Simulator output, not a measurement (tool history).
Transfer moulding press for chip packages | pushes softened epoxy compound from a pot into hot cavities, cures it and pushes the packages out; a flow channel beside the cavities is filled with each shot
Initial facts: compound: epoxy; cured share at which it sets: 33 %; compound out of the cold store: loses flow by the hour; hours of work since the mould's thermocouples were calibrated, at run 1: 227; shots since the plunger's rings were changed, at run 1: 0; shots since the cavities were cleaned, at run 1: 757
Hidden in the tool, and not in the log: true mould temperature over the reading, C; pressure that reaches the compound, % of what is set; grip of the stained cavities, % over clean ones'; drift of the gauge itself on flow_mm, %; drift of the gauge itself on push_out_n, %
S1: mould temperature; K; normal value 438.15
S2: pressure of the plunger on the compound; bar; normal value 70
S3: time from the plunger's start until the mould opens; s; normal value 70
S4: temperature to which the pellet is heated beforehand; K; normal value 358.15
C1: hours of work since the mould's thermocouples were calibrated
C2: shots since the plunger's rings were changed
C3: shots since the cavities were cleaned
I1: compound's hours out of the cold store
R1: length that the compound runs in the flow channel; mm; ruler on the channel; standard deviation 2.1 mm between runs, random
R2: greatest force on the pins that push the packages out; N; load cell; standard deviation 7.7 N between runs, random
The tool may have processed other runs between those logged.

run,hour,S1,S2,S3,S4,C1,C2,C3,I1,R1,R2
1,0,438.15,70,70,358.15,227,0,757,17.7,602,550
2,12.8,438.15,70,70,358.15,232,116,873,41.1,533,529
# hour 17.1: cavities cleaned with cleaning compound and waxed
3,24.5,438.15,70,70,358.15,236,208,67,18.9,596,352
4,35.2,438.15,70,70,358.15,241,305,164,14.1,606,419
5,41.1,438.15,72.5,70,358.15,243,357,216,25.1,587,412
6,46.6,438.15,72.5,70,358.15,246,407,266,34.7,558,434
7,59.6,438.15,72.5,70,358.15,251,525,384,14.6,616,508
8,70.8,438.15,72.5,70,348.15,256,625,484,36.3,553,518
9,84.2,439.15,70,70,358.15,261,746,605,15.7,603,502
10,94.2,439.15,70,70,358.15,265,837,696,41.3,524,478
11,103.7,439.15,70,70,358.15,269,922,781,34.6,541,496
12,113.4,438.15,70,90,358.15,273,1010,869,24.4,573,384
# hour 118.2: cavities cleaned with cleaning compound and waxed
13,122.5,438.15,70,90,358.15,277,1079,39,23.8,574,258
14,131.1,438.15,70,90,358.15,280,1156,116,27.9,564,278
15,138.1,438.15,70,70,358.15,283,1219,179,9.2,621,431
16,144.6,432.15,61.4,70,358.15,286,1278,238,19,563,689
17,154.3,436.15,83.8,65,361.15,290,1366,326,19.9,644,615
18,163.1,438.15,62.5,70,363.15,294,1445,405,33.5,515,453
19,173.3,438.15,62.5,70,363.15,298,1537,497,18.1,557,490
20,182.1,438.15,75.6,56,358.15,301,1616,576,36.5,552,803
21,195.7,438.15,68.8,70,350.15,307,1739,699,21.1,574,536
22,207.1,443.15,65.5,87,359.15,312,1842,802,37.6,504,390
# hour 218.7: cavities cleaned with cleaning compound and waxed
23,220.7,442.15,55.6,88,366.15,317,1952,19,18.4,515,235
24,230.3,438.15,70,99,353.15,321,2038,105,40.8,521,279
25,241.5,431.15,70,76,358.15,326,2139,206,46.8,519,543
26,249.1,431.15,70,76,358.15,329,2208,275,24.2,580,621
27,261.3,438.15,65.8,70,358.15,334,2318,385,44.3,496,455
28,269.3,431.15,69.2,61,364.15,337,2390,457,41.3,526,955
29,279.3,431.15,69.2,61,364.15,341,2481,548,18.3,595,1151

Here are 4 independent what-if runs from the current tool condition. What would each one return?
A,289.6,440.15,69.2,61,348.15,346,2573,640,15,?,?
B,289.6,438.15,78.7,105,350.15,346,2573,640,29.4,?,?
C,289.6,438.15,70,59,358.15,346,2573,640,9.3,?,?
D,289.6,438.15,70,70,354.15,346,2573,640,37.1,?,?

run,R1,R2
A,590,672
B,585,363
C,611,822
D,529,503
Take away the tool's hidden state, keep each run's random variation, and the runs would have read:
run,R1,R2
A,608,432
B,603,219
C,630,525
D,545,320
